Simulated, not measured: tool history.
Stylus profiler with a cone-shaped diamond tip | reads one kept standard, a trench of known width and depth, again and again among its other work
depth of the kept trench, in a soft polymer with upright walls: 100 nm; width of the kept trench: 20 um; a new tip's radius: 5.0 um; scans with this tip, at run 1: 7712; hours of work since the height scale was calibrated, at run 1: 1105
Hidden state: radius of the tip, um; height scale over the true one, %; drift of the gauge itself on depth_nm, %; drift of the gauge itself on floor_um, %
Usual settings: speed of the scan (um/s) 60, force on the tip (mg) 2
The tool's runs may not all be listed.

run,hour,speed of the scan (um/s),force on the tip (mg),scans with this tip,hours of work since the height scale was calibrated,depth of the trench (angstrom),width of the trench's floor (µm)
1,0,60,2,7712,1105,1010.4,16.9
2,94.7,60,2,8203,1175,1011.4,16.85
3,161.7,60,2,8551,1225,1012,16.75
4,280.1,60,2,9165,1313,1012.6,16.7
5,370.9,60,2,9636,1380,1011.4,16.66
6,462.3,60,2,10110,1448,1012.2,16.65
# hour 489.6: height scale calibrated on a step standard
7,528,60,1.54,10449,29,1007,16.55
8,634.8,60,1.54,11003,108,1007.8,16.48
9,718.5,60,2,11437,170,1008.7,16.49
10,826.1,60,2,11996,250,1009.4,16.42
11,889.1,60,1.04,12323,297,1006.8,16.34
12,953.4,60,1.04,12656,345,1006.3,16.28
13,1060.5,60,1.04,13212,424,1007,16.26
14,1142.9,190,1.14,13639,486,1007.3,15.64
15,1232.9,36,0.95,14106,552,1006.2,16.31
16,1321.2,36,0.95,14564,618,1006.7,16.18
17,1429.4,36,0.95,15126,699,1007.4,16.2
# hour 1450.5: new tip fitted, height scale calibrated
18,1493.3,36,0.95,222,32,1005.4,17.78
19,1572,36,0.95,630,90,1005.5,17.73
20,1669.1,102,1.21,1134,162,1006,17.36
21,1764.5,102,1.21,1629,233,1006,17.3
22,1841.3,33,3.68,2028,290,1013.2,17.58
23,1935.4,221,1.26,2516,360,1006.7,16.72
24,2059.8,45,3.02,3161,453,1012.1,17.43
25,2112.6,31,1.57,3435,492,1008.7,17.41

3 ways to go on from here, each from the tool as it stands after run 25. What would each give?
A,2166.3,90,1.01,3714,532,?,?
B,2166.3,60,1.61,3714,532,?,?
C,2166.3,107,1.57,3714,532,?,?

run,depth of the trench (angstrom),width of the trench's floor (µm)
A,1006.7,17.01
B,1008.2,17.26
C,1009.1,17.11
Without the tool's hidden state the same runs would have given:
run,depth of the trench (angstrom),width of the trench's floor (µm)
A,1005.2,17.56
B,1006.7,17.81
C,1007.6,17.65
